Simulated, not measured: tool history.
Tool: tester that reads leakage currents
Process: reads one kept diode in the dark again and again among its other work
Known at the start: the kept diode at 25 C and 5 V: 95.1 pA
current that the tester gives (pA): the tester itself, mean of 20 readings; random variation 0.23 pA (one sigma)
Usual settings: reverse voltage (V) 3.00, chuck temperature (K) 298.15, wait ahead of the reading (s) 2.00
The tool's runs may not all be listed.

run,hour,reverse voltage (V),chuck temperature (K),wait ahead of the reading (s),current that the tester gives (pA)
1,0.0,3.00,298.15,2.00,77.72
2,105.1,3.00,298.15,0.41,80.60
3,257.1,3.00,298.15,0.32,82.87
4,365.0,3.00,298.15,0.32,83.03
5,510.5,3.00,298.15,2.00,81.87
# hour 529.0: chuck's temperature calibrated
6,618.5,11.06,298.15,2.00,140.61
7,707.8,3.00,313.15,0.89,217.32

Run 8 comes next. What will it give?
8,831.2,3.00,309.15,2.00,?

current that the tester gives (pA): 169.10
Without the tool's hidden state the same run would have given current that the tester gives (pA) 164.05.
